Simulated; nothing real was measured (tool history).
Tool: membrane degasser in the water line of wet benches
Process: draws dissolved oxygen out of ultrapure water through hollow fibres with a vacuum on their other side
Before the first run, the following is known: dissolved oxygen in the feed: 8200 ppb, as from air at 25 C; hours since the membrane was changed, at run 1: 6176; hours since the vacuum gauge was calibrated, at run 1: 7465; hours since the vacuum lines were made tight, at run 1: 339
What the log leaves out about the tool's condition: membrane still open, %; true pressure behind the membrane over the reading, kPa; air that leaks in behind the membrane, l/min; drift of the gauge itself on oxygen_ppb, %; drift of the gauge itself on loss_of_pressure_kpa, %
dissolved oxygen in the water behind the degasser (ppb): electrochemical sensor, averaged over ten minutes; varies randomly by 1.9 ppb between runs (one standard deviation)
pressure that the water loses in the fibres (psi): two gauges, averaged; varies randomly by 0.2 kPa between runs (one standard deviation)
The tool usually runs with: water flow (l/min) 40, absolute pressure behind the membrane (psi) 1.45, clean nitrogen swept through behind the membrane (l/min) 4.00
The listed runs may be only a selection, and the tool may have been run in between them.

run,day,water flow (l/min),absolute pressure behind the membrane (psi),clean nitrogen swept through behind the membrane (l/min),hours since the membrane was changed,hours since the vacuum gauge was calibrated,hours since the vacuum lines were made tight,dissolved oxygen in the water behind the degasser (ppb),pressure that the water loses in the fibres (psi)
1,0.000,40,1.45,4.00,6176,7465,339,212.1,6.833
2,4.125,40,1.45,4.00,6275,7565,438,214.3,6.837
3,9.262,40,1.45,4.00,6398,7688,562,213.9,6.907
4,15.575,40,1.45,4.00,6550,7839,713,213.7,6.920
5,20.112,40,1.45,4.00,6659,7948,822,215.0,6.904
6,26.633,40,1.45,4.00,6815,8105,979,216.6,6.942
7,31.575,45,1.45,4.00,6934,8223,1097,263.3,7.787
8,34.767,45,1.45,4.00,7011,8300,1174,257.6,7.820
9,40.138,45,1.45,4.00,7139,8429,1303,258.6,7.841
10,44.992,40,1.45,4.00,7256,8545,1419,216.7,6.971
11,48.171,40,1.86,4.00,7332,8622,1496,278.4,7.001
12,53.829,40,1.86,4.00,7468,8757,1631,277.3,6.976
13,58.825,40,1.45,5.80,7588,8877,1751,171.3,7.023
# day 61.638: vacuum gauge calibrated
14,62.158,40,1.45,5.80,7667,13,1831,167.1,7.020
15,65.096,40,1.45,5.80,7738,83,1901,163.7,7.024
16,71.442,40,1.45,7.06,7890,235,2054,147.2,7.044
17,76.808,40,1.45,7.06,8019,364,2182,148.2,7.030
18,80.554,40,1.52,8.53,8109,454,2272,140.6,7.011
19,84.004,40,0.94,8.53,8192,537,2355,95.7,7.000
20,89.829,40,0.94,8.53,8332,677,2495,94.6,7.002
21,93.892,40,0.94,8.53,8429,774,2592,95.1,7.029
22,99.925,30,1.65,4.00,8574,919,2737,164.4,5.252
23,105.579,60,0.93,4.81,8710,1055,2873,299.0,10.611
24,111.392,33,3.05,4.00,8849,1194,3012,369.1,5.854
25,115.004,31,1.74,2.13,8936,1281,3099,310.1,5.506
26,121.288,40,1.26,9.95,9087,1432,3250,115.0,7.094
27,126.829,40,0.88,9.95,9220,1565,3383,89.7,7.150
28,132.862,26,3.07,4.81,9364,1709,3528,247.4,4.663
29,137.342,57,1.84,11.49,9472,1817,3635,299.9,10.145
30,143.171,57,1.84,11.49,9612,1957,3775,302.7,10.269
# day 149.242: seals of the vacuum lines changed
31,149.242,52,2.42,11.56,9755,2101,0,292.4,9.342
32,155.683,52,2.42,11.56,9910,2255,155,292.1,9.314

The same runs without the tool's hidden state, with the same run-to-run variation:
run,dissolved oxygen in the water behind the degasser (ppb),pressure that the water loses in the fibres (psi)
1,190.3,6.347
2,191.9,6.342
3,191.0,6.398
4,190.3,6.401
5,191.1,6.373
6,192.0,6.396
7,230.0,7.163
8,224.5,7.191
9,224.9,7.197
10,190.2,6.389
11,251.9,6.411
12,250.4,6.376
13,145.3,6.411
14,145.6,6.398
15,142.3,6.396
16,124.9,6.403
17,125.5,6.383
18,117.3,6.356
19,72.2,6.341
20,70.9,6.329
21,71.0,6.347
22,153.7,4.728
23,228.9,9.548
24,352.6,5.262
25,296.2,4.939
26,87.9,6.350
27,62.3,6.387
28,237.6,4.161
29,230.5,9.043
30,231.5,9.136
31,234.4,8.296
32,233.1,8.257

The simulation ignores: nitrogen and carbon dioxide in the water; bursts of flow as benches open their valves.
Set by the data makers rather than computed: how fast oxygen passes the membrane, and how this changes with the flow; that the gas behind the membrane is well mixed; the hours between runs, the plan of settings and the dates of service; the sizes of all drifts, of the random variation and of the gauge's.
